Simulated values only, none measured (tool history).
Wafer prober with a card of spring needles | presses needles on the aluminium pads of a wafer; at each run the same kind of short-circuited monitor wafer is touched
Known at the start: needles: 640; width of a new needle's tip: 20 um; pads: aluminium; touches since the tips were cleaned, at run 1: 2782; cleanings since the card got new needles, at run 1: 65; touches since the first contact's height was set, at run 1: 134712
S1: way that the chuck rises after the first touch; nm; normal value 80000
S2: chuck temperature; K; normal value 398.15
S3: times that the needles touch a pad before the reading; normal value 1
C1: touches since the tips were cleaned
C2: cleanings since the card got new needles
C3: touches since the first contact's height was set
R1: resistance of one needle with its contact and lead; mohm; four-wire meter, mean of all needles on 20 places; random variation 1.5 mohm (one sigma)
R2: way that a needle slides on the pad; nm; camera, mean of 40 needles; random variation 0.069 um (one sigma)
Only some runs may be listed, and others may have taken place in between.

run   hour     S1      S2  S3    C1  C2      C3   R1     R2
  1      0  80000  398.15   1  2782  65  134712  209  21470
      19.9  -- tips cleaned on abrasive film
      46.9  -- tips cleaned on abrasive film
  2   57.4  80000  398.15   1  3194  67  152137  211  21330
      75.4  -- tips cleaned on abrasive film
  3   96.4  80000  311.15   1  6382  68  163963  218  21470
     105.2  -- tips cleaned on abrasive film
     134.5  -- tips cleaned on abrasive film
  4  150.6  80000  398.15   1  4914  70  180434  216  21300
     164.3  -- tips cleaned on abrasive film
     191.1  -- tips cleaned on abrasive film
  5  205.2  80000  307.15   1  4294  72  196983  217  21350
     218.4  -- tips cleaned on abrasive film
  6  231.4  80000  307.15   1  3943  73  204935  213  21300
     245.3  -- tips cleaned on abrasive film
     274.9  -- tips cleaned on abrasive film
  7    295  80000  307.15   1  6113  75  224240  219  21120
     304.8  -- tips cleaned on abrasive film
     313.5  -- height of the first contact set anew
     333.1  -- tips cleaned on abrasive film
  8  357.4  72000  316.15   1  7396  77   13352  243  19490
     360.4  -- tips cleaned on abrasive film
     388.4  -- tips cleaned on abrasive film
     414.9  -- tips cleaned on abrasive film
  9  421.1  72000  316.15   1  1897  80   32656  209  19530
     442.6  -- tips cleaned on abrasive film
 10  453.6  81000  361.15   1  3344  81   42519  208  21980
     470.7  -- tips cleaned on abrasive film
 11  491.4  90000  361.15   1  6327  82   54012  201  24290
       500  -- tips cleaned on abrasive film
 12  518.9  64000  398.15   1  5755  83   62343  264  17340
     528.2  -- tips cleaned on abrasive film
     557.6  -- tips cleaned on abrasive film
 13  578.3  64000  398.15   1  6312  85   80385  266  17200

Entry by entry between the runs, the difference in hidden state between the last listed run before and the first listed run after:
Logged between run 1 and run 2: tips cleaned on abrasive film (hour 19.9); tips cleaned on abrasive film (hour 46.9)
  debris on the tips, nm: 144.6 -> 135.3; way that the needles fall short of the set height, um: 1.33 -> 1.5; tips' diameter, um: 21.97 -> 22.03
  the result without the hidden state subtracted from the measured one, R1: +64 -> +62 mohm; R2: -360 -> -410 nm
Logged between run 2 and run 3: tips cleaned on abrasive film (hour 75.4)
  debris on the tips, nm: 135.3 -> 167.9; way that the needles fall short of the set height, um: 1.5 -> 1.58; tips' diameter, um: 22.03 -> 22.06
  the result without the hidden state subtracted from the measured one, R1: +62 -> +87 mohm; R2: -410 -> -430 nm
Logged between run 3 and run 4: tips cleaned on abrasive film (hour 105.2); tips cleaned on abrasive film (hour 134.5)
  debris on the tips, nm: 167.9 -> 158.8; way that the needles fall short of the set height, um: 1.58 -> 1.76; tips' diameter, um: 22.06 -> 22.12
  the result without the hidden state subtracted from the measured one, R1: +87 -> +72 mohm; R2: -430 -> -480 nm
Logged between run 4 and run 5: tips cleaned on abrasive film (hour 164.3); tips cleaned on abrasive film (hour 191.1)
  debris on the tips, nm: 158.8 -> 154.8; way that the needles fall short of the set height, um: 1.76 -> 1.92; tips' diameter, um: 22.12 -> 22.18
  the result without the hidden state subtracted from the measured one, R1: +72 -> +82 mohm; R2: -480 -> -520 nm
Logged between run 5 and run 6: tips cleaned on abrasive film (hour 218.4)
  debris on the tips, nm: 154.8 -> 153; way that the needles fall short of the set height, um: 1.92 -> 2.02; tips' diameter, um: 22.18 -> 22.21
  the result without the hidden state subtracted from the measured one, R1: +82 -> +81 mohm; R2: -520 -> -550 nm
Logged between run 6 and run 7: tips cleaned on abrasive film (hour 245.3); tips cleaned on abrasive film (hour 274.9)
  debris on the tips, nm: 153 -> 163.3; way that the needles fall short of the set height, um: 2.02 -> 2.2; tips' diameter, um: 22.21 -> 22.28
  the result without the hidden state subtracted from the measured one, R1: +81 -> +88 mohm; R2: -550 -> -600 nm
Logged between run 7 and run 8: tips cleaned on abrasive film (hour 304.8); height of the first contact set anew (hour 313.5); tips cleaned on abrasive film (hour 333.1)
  debris on the tips, nm: 163.3 -> 171.3; way that the needles fall short of the set height, um: 2.2 -> 0.07; tips' diameter, um: 22.28 -> 22.33
  the result without the hidden state subtracted from the measured one, R1: +88 -> +106 mohm; R2: -600 -> -20 nm
Logged between run 8 and run 9: tips cleaned on abrasive film (hour 360.4); tips cleaned on abrasive film (hour 388.4); tips cleaned on abrasive film (hour 414.9)
  debris on the tips, nm: 171.3 -> 124.3; way that the needles fall short of the set height, um: 0.07 -> 0.31; tips' diameter, um: 22.33 -> 22.41
  the result without the hidden state subtracted from the measured one, R1: +106 -> +76 mohm; R2: -20 -> -90 nm
Logged between run 9 and run 10: tips cleaned on abrasive film (hour 442.6)
  debris on the tips, nm: 124.3 -> 142.8; way that the needles fall short of the set height, um: 0.31 -> 0.39; tips' diameter, um: 22.41 -> 22.44
  the result without the hidden state subtracted from the measured one, R1: +76 -> +67 mohm; R2: -90 -> -110 nm
Logged between run 10 and run 11: tips cleaned on abrasive film (hour 470.7)
  debris on the tips, nm: 142.8 -> 166.1; way that the needles fall short of the set height, um: 0.39 -> 0.48; tips' diameter, um: 22.44 -> 22.47
  the result without the hidden state subtracted from the measured one, R1: +67 -> +64 mohm; R2: -110 -> -130 nm
Logged between run 11 and run 12: tips cleaned on abrasive film (hour 500)
  debris on the tips, nm: 166.1 -> 168.1; way that the needles fall short of the set height, um: 0.48 -> 0.55; tips' diameter, um: 22.47 -> 22.5
  the result without the hidden state subtracted from the measured one, R1: +64 -> +115 mohm; R2: -130 -> -150 nm
Logged between run 12 and run 13: tips cleaned on abrasive film (hour 528.2); tips cleaned on abrasive film (hour 557.6)
  debris on the tips, nm: 168.1 -> 169.7; way that the needles fall short of the set height, um: 0.55 -> 0.75; tips' diameter, um: 22.5 -> 22.57
  the result without the hidden state subtracted from the measured one, R1: +115 -> +116 mohm; R2: -150 -> -210 nm

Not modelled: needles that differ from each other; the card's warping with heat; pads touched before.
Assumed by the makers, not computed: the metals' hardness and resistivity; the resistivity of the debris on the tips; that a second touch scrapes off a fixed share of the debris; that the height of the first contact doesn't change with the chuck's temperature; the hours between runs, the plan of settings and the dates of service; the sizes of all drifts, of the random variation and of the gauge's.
